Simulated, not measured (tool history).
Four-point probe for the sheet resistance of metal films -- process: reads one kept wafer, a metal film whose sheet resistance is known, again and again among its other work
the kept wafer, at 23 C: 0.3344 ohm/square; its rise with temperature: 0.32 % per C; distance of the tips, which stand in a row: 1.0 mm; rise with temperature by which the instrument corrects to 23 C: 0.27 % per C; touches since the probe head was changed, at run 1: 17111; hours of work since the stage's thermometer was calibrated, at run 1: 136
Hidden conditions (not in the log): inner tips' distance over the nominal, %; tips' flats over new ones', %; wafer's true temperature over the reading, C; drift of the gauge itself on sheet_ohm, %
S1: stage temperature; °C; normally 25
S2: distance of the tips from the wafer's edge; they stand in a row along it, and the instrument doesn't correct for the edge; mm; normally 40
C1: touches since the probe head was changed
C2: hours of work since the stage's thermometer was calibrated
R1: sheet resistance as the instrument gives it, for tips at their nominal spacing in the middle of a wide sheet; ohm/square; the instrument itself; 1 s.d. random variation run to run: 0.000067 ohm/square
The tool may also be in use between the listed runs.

{"run": 1, "hour": 0.0, "S1": 25, "S2": 40, "C1": 17111, "C2": 136, "R1": 0.334833}
{"run": 2, "hour": 9.7, "S1": 25, "S2": 40, "C1": 17420, "C2": 143, "R1": 0.334795}
{"run": 3, "hour": 28.4, "S1": 25, "S2": 40, "C1": 18014, "C2": 156, "R1": 0.334776}
{"run": 4, "hour": 40.0, "S1": 25, "S2": 40, "C1": 18382, "C2": 164, "R1": 0.334822}
{"run": 5, "hour": 58.4, "S1": 25, "S2": 40, "C1": 18965, "C2": 176, "R1": 0.334683}
{"run": 6, "hour": 68.6, "S1": 25, "S2": 40, "C1": 19291, "C2": 183, "R1": 0.334936}
{"run": 7, "hour": 82.7, "S1": 25, "S2": 40, "C1": 19739, "C2": 193, "R1": 0.334684}
{"run": 8, "hour": 96.0, "S1": 25, "S2": 8, "C1": 20161, "C2": 202, "R1": 0.337418}
{"run": 9, "hour": 106.3, "S1": 25, "S2": 40, "C1": 20486, "C2": 209, "R1": 0.334699}
{"run": 10, "hour": 125.9, "S1": 34, "S2": 40, "C1": 21110, "C2": 223, "R1": 0.336284}
{"run": 11, "hour": 142.1, "S1": 34, "S2": 40, "C1": 21625, "C2": 234, "R1": 0.336513}
{"run": 12, "hour": 151.3, "S1": 25, "S2": 14, "C1": 21917, "C2": 241, "R1": 0.335621}
{"run": 13, "hour": 166.8, "S1": 25, "S2": 14, "C1": 22410, "C2": 251, "R1": 0.335498}
{"run": 14, "hour": 188.2, "S1": 25, "S2": 14, "C1": 23090, "C2": 266, "R1": 0.335541}
{"run": 15, "hour": 197.5, "S1": 24, "S2": 40, "C1": 23385, "C2": 272, "R1": 0.33454}
{"run": 16, "hour": 207.1, "S1": 24, "S2": 40, "C1": 23690, "C2": 279, "R1": 0.334507}
{"run": 17, "hour": 221.0, "S1": 25, "S2": 5, "C1": 24132, "C2": 289, "R1": 0.341531}
{"run": 18, "hour": 229.7, "S1": 25, "S2": 5, "C1": 24408, "C2": 295, "R1": 0.341563}
{"run": 19, "hour": 240.1, "S1": 25, "S2": 5, "C1": 24737, "C2": 302, "R1": 0.341525}
{"run": 20, "hour": 251.2, "S1": 25, "S2": 23, "C1": 25091, "C2": 310, "R1": 0.33491}
{"run": 21, "hour": 265.6, "S1": 25, "S2": 23, "C1": 25548, "C2": 319, "R1": 0.334927}
{"run": 22, "hour": 283.3, "S1": 25, "S2": 23, "C1": 26108, "C2": 332, "R1": 0.335017}
{"run": 23, "hour": 301.9, "S1": 25, "S2": 8, "C1": 26699, "C2": 345, "R1": 0.337344}
{"run": 24, "hour": 320.9, "S1": 26, "S2": 36, "C1": 27303, "C2": 358, "R1": 0.334842}
{"run": 25, "hour": 334.3, "S1": 34, "S2": 53, "C1": 27728, "C2": 367, "R1": 0.336234}
{"run": 26, "hour": 354.2, "S1": 34, "S2": 53, "C1": 28361, "C2": 381, "R1": 0.336178}
{"run": 27, "hour": 373.0, "S1": 34, "S2": 53, "C1": 28960, "C2": 394, "R1": 0.336204}
{"run": 28, "hour": 385.2, "S1": 19, "S2": 10, "C1": 29345, "C2": 402, "R1": 0.335235}

Predict the results of run 29:
{"run": 29, "hour": 405.2, "S1": 19, "S2": 10, "C1": 29982, "C2": 416, "R1": "?"}

{"run 29": {"R1": 0.335148}}
On a tool with no hidden condition, and with the same random variation, this run would have come out at R1 0.335427 ohm/square.

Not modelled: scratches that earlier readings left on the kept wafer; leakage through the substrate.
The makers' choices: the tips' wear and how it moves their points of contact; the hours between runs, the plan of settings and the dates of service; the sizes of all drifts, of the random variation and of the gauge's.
